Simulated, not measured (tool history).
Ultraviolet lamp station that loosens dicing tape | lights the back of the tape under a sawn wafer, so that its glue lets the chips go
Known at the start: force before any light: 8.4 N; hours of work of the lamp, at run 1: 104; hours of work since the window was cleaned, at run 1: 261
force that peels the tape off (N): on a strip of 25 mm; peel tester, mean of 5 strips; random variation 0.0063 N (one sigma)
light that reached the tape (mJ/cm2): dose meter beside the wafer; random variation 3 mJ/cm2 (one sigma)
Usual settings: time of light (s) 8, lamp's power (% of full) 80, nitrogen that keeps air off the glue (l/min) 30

run   hour  time of light (s)  lamp's power (% of full)  nitrogen that keeps air off the glue (l/min)  hours of work of the lamp  hours of work since the window was cleaned  force that peels the tape off (N)  light that reached the tape (mJ/cm2)
  1    0.0                  8                        80                                            30                        104                                         261                              0.229                                   425
  2    7.7                  8                        80                                            30                        108                                         266                              0.225                                   425
  3   14.1                  8                        80                                            30                        112                                         270                              0.227                                   425
  4   22.6                  9                        80                                            30                        117                                         275                              0.177                                   474
  5   28.2                  9                        80                                            30                        120                                         278                              0.169                                   470
  6   35.0                  9                        80                                            30                        124                                         282                              0.186                                   470
  7   40.6                  9                        80                                            30                        128                                         285                              0.175                                   469
  8   49.3                  9                        80                                            30                        133                                         290                              0.183                                   466
  9   55.4                  9                        80                                            30                        136                                         294                              0.189                                   474
 10   60.6                  9                        80                                            30                        139                                         297                              0.184                                   466
 11   65.3                  8                        80                                            19                        142                                         299                              0.348                                   417
 12   72.8                  8                        80                                            11                        146                                         304                              0.535                                   411
 13   81.3                  8                        80                                            11                        151                                         309                              0.554                                   414
      82.4  -- window cleaned of glue's vapour
 14   88.8                  8                        90                                            11                        155                                           4                              0.438                                   460
 15   98.0                  8                        90                                            11                        161                                           9                              0.430                                   461
 16  105.5                  8                        90                                            11                        165                                          13                              0.436                                   459
     113.2  -- window cleaned of glue's vapour, once more
 17  114.9                  8                        90                                            11                        170                                           1                              0.400                                   473
 18  122.5                  8                        90                                            11                        175                                           5                              0.405                                   471
 19  126.6                  8                        80                                            36                        177                                           8                              0.214                                   414
 20  134.4                  8                        80                                            11                        182                                          12                              0.549                                   418
 21  142.7                  8                        80                                            11                        187                                          17                              0.521                                   415
 22  150.5                  8                        70                                            30                        191                                          22                              0.324                                   363
 23  154.4                 13                        64                                            11                        194                                          24                              0.283                                   535
 24  163.5                 13                        64                                            11                        199                                          29                              0.307                                   531
 25  170.6                 13                        64                                            11                        203                                          34                              0.284                                   531
 26  176.3                  4                        74                                            12                        206                                          37                              2.187                                   188
 27  184.1                  4                        74                                            12                        211                                          41                              2.148                                   191
 28  188.8                  9                        80                                            43                        214                                          44                              0.163                                   456
 29  195.4                  9                        89                                             9                        217                                          48                              0.402                                   507
 30  199.5                  8                        96                                            19                        220                                          50                              0.243                                   487
 31  206.2                  8                        96                                            19                        224                                          54                              0.233                                   483
 32  213.3                  8                        83                                            32                        228                                          58                              0.217                                   420
 33  219.2                 16                        80                                            34                        231                                          62                              0.117                                   813
 34  223.4                 10                        92                                            23                        234                                          64                              0.147                                   587
 35  232.3                  8                        97                                            21                        239                                          70                              0.213                                   491
 36  237.8                  8                        97                                            21                        242                                          73                              0.208                                   484
 37  246.3                  7                        66                                            23                        247                                          78                              0.679                                   288
 38  251.5                  7                        66                                            23                        250                                          81                              0.688                                   293
 39  257.6                  9                        81                                            45                        254                                          84                              0.163                                   450
 40  266.7                  8                        87                                            51                        259                                          90                              0.167                                   433
 41  271.9                  8                        80                                            13                        262                                          93                              0.534                                   399
 42  276.2                  8                        80                                            13                        265                                          95                              0.550                                   396
 43  285.2                  6                        81                                            13                        270                                         100                              0.997                                   299

Hidden state or all else? Some run-to-run changes of force that peels the tape off (N), split into what the settings, what came in and random variation would give without the hidden state, and what is left for the hidden state (with any gauge scatter that isn't in both results):
The hidden state here: lamp's light, % of a new lamp's; light that the window lets through, % of a clean one's; drift of the gauge itself on peel_n, %; drift of the gauge itself on dose_mj_cm2, %.
Run 25 -> 26: time of light (s) 13 -> 4, lamp's power (% of full) 64 -> 74, nitrogen that keeps air off the glue (l/min) 11 -> 12. force that peels the tape off (N) +1.903: hidden state +0.229, all else +1.674.
Run 27 -> 28: time of light (s) 4 -> 9, lamp's power (% of full) 74 -> 80, nitrogen that keeps air off the glue (l/min) 12 -> 43. force that peels the tape off (N) -1.985: hidden state -0.269, all else -1.716.
Run 38 -> 39: time of light (s) 7 -> 9, lamp's power (% of full) 66 -> 81, nitrogen that keeps air off the glue (l/min) 23 -> 45. force that peels the tape off (N) -0.525: hidden state -0.149, all else -0.376.
